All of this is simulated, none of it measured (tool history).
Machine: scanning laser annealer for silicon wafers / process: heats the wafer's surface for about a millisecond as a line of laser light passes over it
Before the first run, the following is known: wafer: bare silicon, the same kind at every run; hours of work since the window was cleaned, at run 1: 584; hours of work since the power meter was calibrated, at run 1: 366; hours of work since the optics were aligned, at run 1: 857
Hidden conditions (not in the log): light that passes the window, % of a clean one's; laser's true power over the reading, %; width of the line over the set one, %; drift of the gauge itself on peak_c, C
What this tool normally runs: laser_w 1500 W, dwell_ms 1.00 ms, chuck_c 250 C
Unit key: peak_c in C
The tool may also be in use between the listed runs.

run	hour	laser_w	dwell_ms	chuck_c	hours of work since the window was cleaned	hours of work since the power meter was calibrated	hours of work since the optics were aligned	peak_c
1	0.0	1500	1.00	250	584	366	857	1000
2	20.5	1500	1.00	240	599	382	873	989
3	39.8	1500	1.00	272	614	397	888	1020
4	64.2	1500	1.00	272	633	415	907	1018
# hour 75.4: window over the wafer cleaned
5	96.2	1500	1.00	272	16	439	930	1048
6	113.5	1500	1.00	272	29	452	944	1048
7	133.8	1500	1.00	272	45	468	959	1046
8	165.4	1500	1.00	272	70	492	984	1046
9	182.3	1500	1.07	250	83	505	997	1050
10	200.2	1500	1.00	256	97	519	1011	1029
# hour 213.6: optics aligned, line set to its width
11	246.1	1500	1.00	256	128	551	25	1034
12	279.2	1500	1.00	240	154	576	51	1016
13	299.1	1500	1.00	240	169	592	66	1015
14	321.8	1500	1.00	250	187	609	84	1023
15	354.9	1500	1.00	250	212	635	109	1024
16	383.9	1500	1.00	250	235	657	132	1022
17	401.4	1500	1.00	250	248	671	145	1020
18	428.6	1500	1.00	250	269	692	166	1023
19	463.3	1500	1.09	250	296	719	193	1056
20	499.3	1500	1.09	250	324	747	221	1058

Run 21, settings as shown, results not yet in. Your forecast:
21	536.1	1500	0.84	271	353	775	250	?

{"run 21": {"peak_c": 967}}
Were there no unlogged condition in the tool, this run, its random variation unchanged, would have produced peak_c 981 C.
